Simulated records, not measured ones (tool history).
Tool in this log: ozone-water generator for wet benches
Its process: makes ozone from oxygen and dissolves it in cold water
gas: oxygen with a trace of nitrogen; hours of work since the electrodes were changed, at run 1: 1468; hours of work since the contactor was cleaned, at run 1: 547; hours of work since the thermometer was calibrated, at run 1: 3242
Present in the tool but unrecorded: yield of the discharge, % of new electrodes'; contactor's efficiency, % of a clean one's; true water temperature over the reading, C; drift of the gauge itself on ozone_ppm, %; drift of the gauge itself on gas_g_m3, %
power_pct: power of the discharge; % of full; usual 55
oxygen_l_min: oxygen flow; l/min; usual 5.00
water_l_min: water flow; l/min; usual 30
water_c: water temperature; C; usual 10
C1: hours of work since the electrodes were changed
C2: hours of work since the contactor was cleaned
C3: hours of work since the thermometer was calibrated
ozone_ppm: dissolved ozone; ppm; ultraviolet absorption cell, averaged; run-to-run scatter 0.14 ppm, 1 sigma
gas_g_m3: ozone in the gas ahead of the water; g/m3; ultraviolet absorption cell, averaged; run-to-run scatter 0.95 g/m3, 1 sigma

Run 1, hour 0.0: usual settings; C1 1468; C2 547; C3 3242. Result: ozone_ppm 16.3 ppm, gas_g_m3 162.0 g/m3.
Run 2, hour 175.0: usual settings but oxygen_l_min 5.33 l/min; C1 1626; C2 705; C3 3401. Result: ozone_ppm 16.7 ppm, gas_g_m3 154.9 g/m3.
Run 3, hour 288.0: usual settings; C1 1728; C2 807; C3 3503. Result: ozone_ppm 16.4 ppm, gas_g_m3 160.6 g/m3.
Run 4, hour 469.2: usual settings but oxygen_l_min 4.58 l/min; C1 1892; C2 971; C3 3666. Result: ozone_ppm 16.2 ppm, gas_g_m3 169.0 g/m3.
Run 5, hour 627.5: usual settings but oxygen_l_min 4.58 l/min, water_c 17 C; C1 2035; C2 1114; C3 3809. Result: ozone_ppm 15.1 ppm, gas_g_m3 169.6 g/m3.
Run 6, hour 818.3: usual settings but power_pct 62 % of full; C1 2207; C2 1286; C3 3982. Result: ozone_ppm 18.1 ppm, gas_g_m3 175.7 g/m3.
Run 7, hour 905.6: usual settings; C1 2286; C2 1365; C3 4061. Result: ozone_ppm 16.3 ppm, gas_g_m3 160.2 g/m3.
Run 8, hour 1063.1: usual settings; C1 2428; C2 1508; C3 4203. Result: ozone_ppm 16.5 ppm, gas_g_m3 160.7 g/m3.
Run 9, hour 1166.1: usual settings; C1 2521; C2 1601; C3 4296. Result: ozone_ppm 16.4 ppm, gas_g_m3 160.7 g/m3.
Run 10, hour 1343.3: usual settings; C1 2682; C2 1761; C3 4456. Result: ozone_ppm 16.7 ppm, gas_g_m3 158.9 g/m3.
Run 11, hour 1458.6: usual settings but oxygen_l_min 4.66 l/min; C1 2786; C2 1865; C3 4560. Result: ozone_ppm 16.2 ppm, gas_g_m3 168.1 g/m3.
Run 12, hour 1632.7: usual settings but oxygen_l_min 4.66 l/min; C1 2943; C2 2022; C3 4718. Result: ozone_ppm 16.2 ppm, gas_g_m3 166.6 g/m3.
Run 13, hour 1718.2: usual settings but water_l_min 42 l/min; C1 3020; C2 2100; C3 4795. Result: ozone_ppm 12.1 ppm, gas_g_m3 159.9 g/m3.
Run 14, hour 1823.8: usual settings but water_l_min 42 l/min; C1 3116; C2 2195; C3 4891. Result: ozone_ppm 12.1 ppm, gas_g_m3 160.4 g/m3.

Predict the results of run 15:
Run 15, hour 1964.2: usual settings but oxygen_l_min 8.56 l/min, water_l_min 19 l/min, water_c 7 C; C1 3243; C2 2322; C3 5017. Result: ozone_ppm ?, gas_g_m3 ?.

ozone_ppm: 24.6 ppm
gas_g_m3: 119.0 g/m3
The same run, on a tool lacking any hidden state, would have yielded ozone_ppm 24.7 ppm, gas_g_m3 120.3 g/m3.
